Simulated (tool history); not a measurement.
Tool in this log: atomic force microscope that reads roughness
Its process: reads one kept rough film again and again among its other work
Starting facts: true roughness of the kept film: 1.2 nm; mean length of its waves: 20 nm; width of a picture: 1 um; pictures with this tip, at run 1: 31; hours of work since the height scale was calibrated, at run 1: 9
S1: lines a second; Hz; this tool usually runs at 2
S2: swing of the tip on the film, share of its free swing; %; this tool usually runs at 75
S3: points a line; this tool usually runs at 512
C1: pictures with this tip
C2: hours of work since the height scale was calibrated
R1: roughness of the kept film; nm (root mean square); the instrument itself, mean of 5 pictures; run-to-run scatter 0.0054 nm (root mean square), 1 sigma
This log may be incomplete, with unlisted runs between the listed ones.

run 1 hour=0 | S1=2 S2=75 S3=512 | C1=31 C2=9 | R1=0.89
run 2 hour=25.9 | S1=2 S2=75 S3=512 | C1=67 C2=20 | R1=0.866
run 3 hour=51.6 | S1=2 S2=75 S3=512 | C1=103 C2=31 | R1=0.855
run 4 hour=79.7 | S1=2 S2=75 S3=512 | C1=142 C2=43 | R1=0.826
run 5 hour=102.6 | S1=2 S2=75 S3=512 | C1=174 C2=53 | R1=0.818
run 6 hour=137 | S1=2 S2=73 S3=512 | C1=222 C2=68 | R1=0.8
run 7 hour=179.3 | S1=2 S2=73 S3=512 | C1=282 C2=86 | R1=0.776
-- hour=183.3 height scale calibrated on a step standard
run 8 hour=213.5 | S1=2 S2=73 S3=512 | C1=328 C2=13 | R1=0.759
run 9 hour=237.5 | S1=2 S2=73 S3=512 | C1=362 C2=23 | R1=0.741
-- hour=245.6 new tip fitted
run 10 hour=259.2 | S1=2 S2=63 S3=512 | C1=19 C2=32 | R1=0.964
run 11 hour=284.6 | S1=2 S2=58 S3=815 | C1=55 C2=43 | R1=0.968
-- hour=301 height scale calibrated on a step standard, once more
run 12 hour=311 | S1=2 S2=58 S3=815 | C1=91 C2=4 | R1=0.94
run 13 hour=338.8 | S1=2 S2=58 S3=815 | C1=130 C2=16 | R1=0.921
run 14 hour=361.2 | S1=2 S2=58 S3=815 | C1=161 C2=26 | R1=0.9
run 15 hour=401.5 | S1=2.96 S2=65 S3=798 | C1=217 C2=43 | R1=0.808
run 16 hour=444.3 | S1=2.96 S2=65 S3=798 | C1=277 C2=61 | R1=0.781
run 17 hour=464.7 | S1=0.68 S2=57 S3=744 | C1=306 C2=70 | R1=0.864

Branching from run 17: 5 alternative next runs. What would each branch give?
run A hour=491.2 | S1=3.7 S2=75 S3=581 | C1=343 C2=81 | R1=?
run B hour=491.2 | S1=1.05 S2=87 S3=309 | C1=343 C2=81 | R1=?
run C hour=491.2 | S1=1.05 S2=75 S3=945 | C1=343 C2=81 | R1=?
run D hour=491.2 | S1=3.34 S2=56 S3=347 | C1=343 C2=81 | R1=?
run E hour=491.2 | S1=0.63 S2=57 S3=330 | C1=343 C2=81 | R1=?

run=A R1=0.657
run=B R1=0.73
run=C R1=0.785
run=D R1=0.776
run=E R1=0.831
With no hidden state in the tool, these same runs would have given:
run=A R1=0.819
run=B R1=0.909
run=C R1=0.979
run=D R1=0.966
run=E R1=1.035

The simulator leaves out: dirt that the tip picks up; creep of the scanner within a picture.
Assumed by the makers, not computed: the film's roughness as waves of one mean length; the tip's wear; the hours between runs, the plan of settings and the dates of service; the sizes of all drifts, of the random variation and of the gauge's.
